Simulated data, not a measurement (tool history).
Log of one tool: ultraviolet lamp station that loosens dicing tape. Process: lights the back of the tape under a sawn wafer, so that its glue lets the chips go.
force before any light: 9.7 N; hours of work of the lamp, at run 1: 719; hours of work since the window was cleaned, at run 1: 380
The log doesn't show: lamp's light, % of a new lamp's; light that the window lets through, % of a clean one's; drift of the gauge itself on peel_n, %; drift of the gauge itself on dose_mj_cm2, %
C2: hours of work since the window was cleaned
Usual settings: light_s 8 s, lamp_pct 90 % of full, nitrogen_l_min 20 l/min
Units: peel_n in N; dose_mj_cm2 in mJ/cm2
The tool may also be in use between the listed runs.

{"run": 1, "hour": 0.0, "light_s": 8, "lamp_pct": 90, "nitrogen_l_min": 20, "hours of work of the lamp": 719, "C2": 380, "peel_n": 1.346, "dose_mj_cm2": 300}
{"run": 2, "hour": 45.1, "light_s": 7, "lamp_pct": 90, "nitrogen_l_min": 20, "hours of work of the lamp": 742, "C2": 403, "peel_n": 1.729, "dose_mj_cm2": 259}
{"run": 3, "hour": 78.8, "light_s": 8, "lamp_pct": 71, "nitrogen_l_min": 20, "hours of work of the lamp": 760, "C2": 420, "peel_n": 2.008, "dose_mj_cm2": 232}
{"run": 4, "hour": 121.8, "light_s": 8, "lamp_pct": 71, "nitrogen_l_min": 20, "hours of work of the lamp": 782, "C2": 442, "peel_n": 2.024, "dose_mj_cm2": 232}
{"run": 5, "hour": 151.3, "light_s": 8, "lamp_pct": 71, "nitrogen_l_min": 20, "hours of work of the lamp": 797, "C2": 458, "peel_n": 2.034, "dose_mj_cm2": 226}
{"run": 6, "hour": 175.7, "light_s": 8, "lamp_pct": 90, "nitrogen_l_min": 20, "hours of work of the lamp": 810, "C2": 470, "peel_n": 1.443, "dose_mj_cm2": 288}
{"run": 7, "hour": 217.2, "light_s": 8, "lamp_pct": 90, "nitrogen_l_min": 20, "hours of work of the lamp": 831, "C2": 492, "peel_n": 1.448, "dose_mj_cm2": 282}
{"run": 8, "hour": 255.8, "light_s": 8, "lamp_pct": 90, "nitrogen_l_min": 20, "hours of work of the lamp": 851, "C2": 511, "peel_n": 1.454, "dose_mj_cm2": 278}
{"run": 9, "hour": 281.7, "light_s": 8, "lamp_pct": 90, "nitrogen_l_min": 20, "hours of work of the lamp": 864, "C2": 525, "peel_n": 1.546, "dose_mj_cm2": 280}
{"run": 10, "hour": 309.2, "light_s": 8, "lamp_pct": 90, "nitrogen_l_min": 20, "hours of work of the lamp": 878, "C2": 539, "peel_n": 1.621, "dose_mj_cm2": 270}
{"run": 11, "hour": 338.1, "light_s": 8, "lamp_pct": 90, "nitrogen_l_min": 20, "hours of work of the lamp": 893, "C2": 554, "peel_n": 1.521, "dose_mj_cm2": 271}
{"run": 12, "hour": 365.3, "light_s": 8, "lamp_pct": 90, "nitrogen_l_min": 20, "hours of work of the lamp": 907, "C2": 568, "peel_n": 1.612, "dose_mj_cm2": 265}
{"run": 13, "hour": 389.1, "light_s": 8, "lamp_pct": 90, "nitrogen_l_min": 24, "hours of work of the lamp": 920, "C2": 580, "peel_n": 1.475, "dose_mj_cm2": 266}
{"run": 14, "hour": 433.0, "light_s": 8, "lamp_pct": 90, "nitrogen_l_min": 7, "hours of work of the lamp": 942, "C2": 603, "peel_n": 2.807, "dose_mj_cm2": 262}
{"run": 15, "hour": 473.2, "light_s": 6, "lamp_pct": 90, "nitrogen_l_min": 12, "hours of work of the lamp": 963, "C2": 623, "peel_n": 3.208, "dose_mj_cm2": 196}
{"run": 16, "hour": 516.8, "light_s": 4, "lamp_pct": 90, "nitrogen_l_min": 25, "hours of work of the lamp": 985, "C2": 646, "peel_n": 3.818, "dose_mj_cm2": 129}
{"run": 17, "hour": 537.7, "light_s": 6, "lamp_pct": 90, "nitrogen_l_min": 20, "hours of work of the lamp": 996, "C2": 657, "peel_n": 2.652, "dose_mj_cm2": 191}
{"hour": 540.3, "done": "window cleaned of glue's vapour"}
{"hour": 573.7, "done": "lamp changed"}
{"run": 18, "hour": 578.3, "light_s": 11, "lamp_pct": 61, "nitrogen_l_min": 26, "hours of work of the lamp": 2, "C2": 19, "peel_n": 0.977, "dose_mj_cm2": 320}
{"run": 19, "hour": 601.9, "light_s": 13, "lamp_pct": 61, "nitrogen_l_min": 9, "hours of work of the lamp": 15, "C2": 31, "peel_n": 1.441, "dose_mj_cm2": 379}
{"run": 20, "hour": 642.5, "light_s": 13, "lamp_pct": 61, "nitrogen_l_min": 9, "hours of work of the lamp": 35, "C2": 52, "peel_n": 1.527, "dose_mj_cm2": 377}
{"run": 21, "hour": 681.5, "light_s": 13, "lamp_pct": 61, "nitrogen_l_min": 9, "hours of work of the lamp": 56, "C2": 72, "peel_n": 1.533, "dose_mj_cm2": 372}
{"run": 22, "hour": 717.3, "light_s": 13, "lamp_pct": 61, "nitrogen_l_min": 9, "hours of work of the lamp": 74, "C2": 91, "peel_n": 1.564, "dose_mj_cm2": 367}
{"run": 23, "hour": 746.7, "light_s": 13, "lamp_pct": 74, "nitrogen_l_min": 9, "hours of work of the lamp": 89, "C2": 106, "peel_n": 1.052, "dose_mj_cm2": 436}
{"run": 24, "hour": 768.9, "light_s": 6, "lamp_pct": 74, "nitrogen_l_min": 20, "hours of work of the lamp": 101, "C2": 117, "peel_n": 2.436, "dose_mj_cm2": 200}
{"hour": 776.3, "done": "window cleaned of glue's vapour, once more"}
{"run": 25, "hour": 808.9, "light_s": 13, "lamp_pct": 66, "nitrogen_l_min": 33, "hours of work of the lamp": 121, "C2": 17, "peel_n": 0.382, "dose_mj_cm2": 471}
{"run": 26, "hour": 848.4, "light_s": 13, "lamp_pct": 75, "nitrogen_l_min": 33, "hours of work of the lamp": 141, "C2": 37, "peel_n": 0.32, "dose_mj_cm2": 529}
{"run": 27, "hour": 894.2, "light_s": 5, "lamp_pct": 63, "nitrogen_l_min": 31, "hours of work of the lamp": 165, "C2": 61, "peel_n": 2.563, "dose_mj_cm2": 167}
{"run": 28, "hour": 916.2, "light_s": 8, "lamp_pct": 63, "nitrogen_l_min": 6, "hours of work of the lamp": 176, "C2": 72, "peel_n": 3.046, "dose_mj_cm2": 269}

Hidden state or all else? Some run-to-run changes of peel_n, split into what the settings, what came in and random variation would give without the hidden state, and what is left for the hidden state (with any gauge scatter that isn't in both results):
Run 17 -> 18: light_s 6 -> 11, lamp_pct 90 -> 61, nitrogen_l_min 20 -> 26, window cleaned of glue's vapour, lamp changed. peel_n -1.675 N: hidden state -1.112, all else -0.563.
Run 24 -> 25: light_s 6 -> 13, lamp_pct 74 -> 66, nitrogen_l_min 20 -> 33, window cleaned of glue's vapour, once more. peel_n -2.054 N: hidden state -0.681, all else -1.373.
Run 26 -> 27: light_s 13 -> 5, lamp_pct 75 -> 63, nitrogen_l_min 33 -> 31. peel_n +2.243 N: hidden state +0.228, all else +2.015.
